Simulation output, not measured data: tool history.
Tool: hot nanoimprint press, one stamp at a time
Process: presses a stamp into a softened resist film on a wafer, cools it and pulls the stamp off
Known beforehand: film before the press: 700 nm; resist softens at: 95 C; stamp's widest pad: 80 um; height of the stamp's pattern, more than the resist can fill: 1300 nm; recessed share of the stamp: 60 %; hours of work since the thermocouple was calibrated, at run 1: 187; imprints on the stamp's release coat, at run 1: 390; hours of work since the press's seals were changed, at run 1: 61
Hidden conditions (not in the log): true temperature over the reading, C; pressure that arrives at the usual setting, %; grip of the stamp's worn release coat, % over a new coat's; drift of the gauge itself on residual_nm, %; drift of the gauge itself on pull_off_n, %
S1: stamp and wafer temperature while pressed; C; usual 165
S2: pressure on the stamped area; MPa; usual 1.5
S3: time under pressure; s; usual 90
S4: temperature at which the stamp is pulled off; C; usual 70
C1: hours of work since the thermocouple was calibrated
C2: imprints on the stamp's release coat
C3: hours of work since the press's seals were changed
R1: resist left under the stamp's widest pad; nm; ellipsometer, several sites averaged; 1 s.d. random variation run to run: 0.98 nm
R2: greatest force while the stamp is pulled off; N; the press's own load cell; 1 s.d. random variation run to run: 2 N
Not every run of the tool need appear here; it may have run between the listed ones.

run   hour   S1    S2   S3  S4   C1   C2   C3     R1   R2
  1      0  165   1.5   90  70  187  390   61  278.4  165
  2   15.7  165   1.5   90  70  198  443   72  277.8  169
  3   24.5  165   1.5   90  70  204  472   78    279  168
  4   32.7  165   1.5   90  70  209  500   83  277.6  172
  5   52.2  165   1.5   90  70  222  565   96  278.8  170
  6     67  165   1.5   90  70  232  614  106  282.3  171
  7     77  165   1.5   90  70  239  648  113  280.2  171
  8     94  165   1.5   90  70  251  705  124  280.2  172
  9    107  165   1.5   90  70  259  748  133  280.3  175
     116.7  -- plate thermocouple calibrated
 10  126.2  165   1.5   90  70    6  802  144  281.8  170
 11  144.3  165   1.5   90  70   19  862  156  280.3  171
 12  156.9  165   1.5   90  70   27  904  164  282.1  172
 13  169.6  165   1.5   90  70   36  947  173  282.7  173
     187.4  -- stamp cleaned and given a new release coat
 14  187.4  165   1.5   90  70   44    0  181  280.2  170
 15  196.7  165   1.5   90  70   50   31  187  279.7  170
 16  214.6  165  2.13   90  70   62   91  199  235.7  168
 17  225.9  165  2.13   90  70   69  129  207  237.4  170
 18  236.8  165  2.13   90  70   77  165  214    236  172
 19  255.1  165  2.13   57  66   89  226  226  280.9  178
 20  266.4  165  1.04  159  72   97  264  234  272.8  168
 21    286  165  1.04  159  72  110  330  247  271.4  171
     299.5  -- gauge calibrated
 22    304  165  1.04  159  72  122  390  259  268.6  166
 23  313.2  165  1.04  159  72  128  421  266  268.7  168
 24  328.1  157  2.13  159  70  138  470  275  253.9  174
 25  339.8  173   1.1   54  77  146  510  283  305.3  156
 26  354.4  175  1.31   90  72  156  558  293  215.4  169
 27  370.4  157  1.75   90  77  166  612  304  343.3  158
 28  378.8  158  0.91   89  75  172  640  310  440.6  161
 29  395.2  165   1.5  171  75  183  695  321  216.8  160
 30  406.8  161   1.5   67  70  191  733  328  356.3  172
 31  417.2  165  1.05   90  77  198  768  335  331.9  160

Each row is a separate what-if for the run after 31, all from the same tool condition, not one after another. Results?
  A   428  165  1.33  138  70  205  804  343   ?   ?
  B   428  165   1.5  154  70  205  804  343   ?   ?
  C   428  165   1.5   55  57  205  804  343   ?   ?

run     R1   R2
  A  253.2  173
  B  226.5  170
  C  337.6  195
With no hidden state in the tool, these same runs would have given:
run     R1   R2
  A    251  172
  B  224.5  169
  C  334.7  194

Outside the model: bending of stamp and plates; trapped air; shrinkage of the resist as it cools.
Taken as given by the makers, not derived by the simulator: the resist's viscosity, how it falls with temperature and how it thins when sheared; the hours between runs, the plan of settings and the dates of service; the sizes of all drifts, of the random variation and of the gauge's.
